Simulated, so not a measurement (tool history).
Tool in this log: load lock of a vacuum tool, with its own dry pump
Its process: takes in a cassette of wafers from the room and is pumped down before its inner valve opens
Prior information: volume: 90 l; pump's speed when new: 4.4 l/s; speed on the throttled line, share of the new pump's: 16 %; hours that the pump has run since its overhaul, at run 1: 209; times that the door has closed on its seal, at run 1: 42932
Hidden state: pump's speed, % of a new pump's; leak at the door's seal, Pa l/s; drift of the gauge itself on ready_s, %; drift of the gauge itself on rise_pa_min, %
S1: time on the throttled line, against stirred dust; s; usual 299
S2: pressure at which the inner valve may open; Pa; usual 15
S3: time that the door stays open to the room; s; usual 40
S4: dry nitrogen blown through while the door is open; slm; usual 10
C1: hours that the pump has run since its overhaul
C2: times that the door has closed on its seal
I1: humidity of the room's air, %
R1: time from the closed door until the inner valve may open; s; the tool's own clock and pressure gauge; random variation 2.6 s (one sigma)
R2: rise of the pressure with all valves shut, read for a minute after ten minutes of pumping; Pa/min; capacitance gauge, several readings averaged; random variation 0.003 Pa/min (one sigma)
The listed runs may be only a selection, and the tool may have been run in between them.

run 1 hour=0 | S1=299 S2=15 S3=40 S4=10 | C1=209 C2=42932 | I1=45.2 | R1=430.4 R2=0.504
run 2 hour=711.8 | S1=299 S2=15 S3=40 S4=10 | C1=920 C2=44452 | I1=45.9 | R1=437.4 R2=0.535
run 3 hour=1236.7 | S1=299 S2=15 S3=40 S4=10 | C1=1445 C2=45573 | I1=47.9 | R1=436 R2=0.557
run 4 hour=1670.1 | S1=299 S2=15 S3=40 S4=10 | C1=1879 C2=46499 | I1=42.6 | R1=431.3 R2=0.562
run 5 hour=1995 | S1=299 S2=15 S3=40 S4=10 | C1=2204 C2=47193 | I1=47.5 | R1=438.9 R2=0.591
run 6 hour=2312.7 | S1=299 S2=15 S3=40 S4=10 | C1=2521 C2=47871 | I1=46.6 | R1=438.3 R2=0.601
run 7 hour=2706.1 | S1=299 S2=15 S3=40 S4=10 | C1=2915 C2=48712 | I1=44.9 | R1=443.3 R2=0.587
run 8 hour=3158.6 | S1=299 S2=15 S3=40 S4=8 | C1=3367 C2=49678 | I1=42.2 | R1=438.9 R2=0.617
run 9 hour=3532.4 | S1=299 S2=15 S3=40 S4=18 | C1=3741 C2=50476 | I1=41.7 | R1=442.2 R2=0.634
run 10 hour=3905.2 | S1=299 S2=15 S3=68 S4=10 | C1=4114 C2=51272 | I1=44.4 | R1=441.2 R2=0.65
run 11 hour=4337.1 | S1=299 S2=15 S3=68 S4=10 | C1=4546 C2=52195 | I1=45.3 | R1=435.6 R2=0.692
run 12 hour=4978.2 | S1=211 S2=15 S3=68 S4=10 | C1=5187 C2=53564 | I1=47 | R1=361.3 R2=0.714
run 13 hour=5332.2 | S1=211 S2=19 S3=68 S4=10 | C1=5541 C2=54320 | I1=46 | R1=360.9 R2=0.721
run 14 hour=5743.3 | S1=299 S2=15 S3=40 S4=10 | C1=5952 C2=55198 | I1=44.9 | R1=438.3 R2=0.732
run 15 hour=6116.8 | S1=299 S2=15 S3=40 S4=10 | C1=6325 C2=55996 | I1=45.1 | R1=437.9 R2=0.738
run 16 hour=6636.7 | S1=299 S2=15 S3=40 S4=10 | C1=6845 C2=57106 | I1=44.4 | R1=439.8 R2=0.772
run 17 hour=6993.8 | S1=299 S2=15 S3=40 S4=10 | C1=7202 C2=57869 | I1=44.8 | R1=438.9 R2=0.773
run 18 hour=7303.8 | S1=299 S2=15 S3=40 S4=10 | C1=7512 C2=58531 | I1=45.3 | R1=440.9 R2=0.796
-- hour=7669.8 door's seal changed, seat wiped
run 19 hour=7670.7 | S1=299 S2=15 S3=40 S4=10 | C1=7878 C2=2 | I1=43.9 | R1=441.7 R2=0.045
run 20 hour=8191.9 | S1=299 S2=22 S3=40 S4=10 | C1=8399 C2=1115 | I1=46.8 | R1=432.1 R2=0.05

The next listed run, before its measurement:
run 21 hour=8613.8 | S1=299 S2=22 S3=40 S4=10 | C1=8821 C2=2016 | I1=45.3 | R1=? R2=?

R1: 432.3 s
R2: 0.057 Pa/min
On a tool with no hidden condition, and with the same random variation, this run would have come out at R1 423.5 s, R2 0.049 Pa/min.
